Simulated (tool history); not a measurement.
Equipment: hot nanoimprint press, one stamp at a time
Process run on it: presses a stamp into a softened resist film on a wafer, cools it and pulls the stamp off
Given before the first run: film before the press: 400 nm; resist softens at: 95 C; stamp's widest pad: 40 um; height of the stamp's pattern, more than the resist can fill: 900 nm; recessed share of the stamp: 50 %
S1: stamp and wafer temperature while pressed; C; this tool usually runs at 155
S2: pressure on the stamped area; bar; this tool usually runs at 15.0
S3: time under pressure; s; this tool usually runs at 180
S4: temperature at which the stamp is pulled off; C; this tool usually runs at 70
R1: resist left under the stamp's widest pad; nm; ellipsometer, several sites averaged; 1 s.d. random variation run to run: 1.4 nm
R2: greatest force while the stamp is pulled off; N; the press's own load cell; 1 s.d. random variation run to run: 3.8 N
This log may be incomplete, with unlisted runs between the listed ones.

run 1 hour=0.0 | S1=155 S2=15.0 S3=180 S4=70 | R1=225.7 R2=206
run 2 hour=36.0 | S1=155 S2=15.0 S3=180 S4=70 | R1=224.8 R2=221
run 3 hour=78.9 | S1=155 S2=15.0 S3=180 S4=70 | R1=222.0 R2=212
-- hour=137.3 stamp cleaned and given a new release coat
run 4 hour=138.5 | S1=151 S2=15.0 S3=180 S4=70 | R1=266.7 R2=179
run 5 hour=169.1 | S1=155 S2=15.0 S3=180 S4=70 | R1=221.4 R2=188
run 6 hour=220.6 | S1=155 S2=15.0 S3=180 S4=64 | R1=222.1 R2=201
run 7 hour=265.0 | S1=155 S2=15.0 S3=180 S4=64 | R1=217.5 R2=212
run 8 hour=316.9 | S1=155 S2=23.6 S3=180 S4=70 | R1=179.4 R2=188
-- hour=324.3 plate thermocouple calibrated
run 9 hour=349.1 | S1=157 S2=15.0 S3=180 S4=70 | R1=189.9 R2=196
run 10 hour=382.5 | S1=157 S2=15.0 S3=180 S4=70 | R1=186.0 R2=188
run 11 hour=423.3 | S1=157 S2=15.0 S3=180 S4=70 | R1=184.5 R2=194
-- hour=444.6 plate thermocouple calibrated, once more
run 12 hour=472.0 | S1=157 S2=15.0 S3=180 S4=70 | R1=206.2 R2=205
run 13 hour=518.2 | S1=155 S2=12.9 S3=180 S4=70 | R1=235.1 R2=206
run 14 hour=568.9 | S1=155 S2=12.9 S3=180 S4=70 | R1=236.2 R2=206
run 15 hour=599.3 | S1=155 S2=15.0 S3=153 S4=70 | R1=233.6 R2=205
run 16 hour=635.1 | S1=155 S2=15.6 S3=252 S4=70 | R1=194.9 R2=213
run 17 hour=672.3 | S1=152 S2=18.9 S3=180 S4=71 | R1=234.2 R2=198
run 18 hour=696.1 | S1=152 S2=18.9 S3=180 S4=71 | R1=234.9 R2=203
run 19 hour=747.7 | S1=147 S2=14.6 S3=180 S4=71 | R1=307.5 R2=203
run 20 hour=791.4 | S1=161 S2=14.6 S3=252 S4=71 | R1=139.4 R2=207
run 21 hour=822.6 | S1=161 S2=19.6 S3=315 S4=74 | R1=110.5 R2=200
run 22 hour=873.2 | S1=162 S2=20.1 S3=315 S4=74 | R1=100.6 R2=198
run 23 hour=922.2 | S1=154 S2=15.0 S3=180 S4=70 | R1=223.9 R2=222
-- hour=943.6 stamp cleaned and given a new release coat
run 24 hour=981.1 | S1=152 S2=15.0 S3=180 S4=70 | R1=245.0 R2=180
run 25 hour=1028.6 | S1=152 S2=16.5 S3=180 S4=66 | R1=237.5 R2=195
run 26 hour=1064.6 | S1=150 S2=9.2 S3=180 S4=66 | R1=299.5 R2=194
run 27 hour=1100.6 | S1=152 S2=20.6 S3=180 S4=66 | R1=213.9 R2=205
run 28 hour=1133.7 | S1=155 S2=9.3 S3=180 S4=76 | R1=245.3 R2=164
-- hour=1184.2 plate thermocouple calibrated
run 29 hour=1187.7 | S1=163 S2=15.0 S3=140 S4=65 | R1=164.7 R2=217

Forecast each of these 4 alternatives for the next run:
run A hour=1235.8 | S1=155 S2=11.8 S3=172 S4=70 | R1=? R2=?
run B hour=1235.8 | S1=163 S2=15.0 S3=140 S4=71 | R1=? R2=?
run C hour=1235.8 | S1=163 S2=19.4 S3=140 S4=65 | R1=? R2=?
run D hour=1235.8 | S1=166 S2=19.4 S3=180 S4=66 | R1=? R2=?

run=A R1=247.5 R2=191
run=B R1=161.8 R2=194
run=C R1=146.6 R2=216
run=D R1=112.6 R2=207
With the hidden condition removed and each run's random variation left untouched, the same runs would have given:
run=A R1=249.8 R2=178
run=B R1=162.8 R2=181
run=C R1=146.7 R2=201
run=D R1=112.7 R2=193
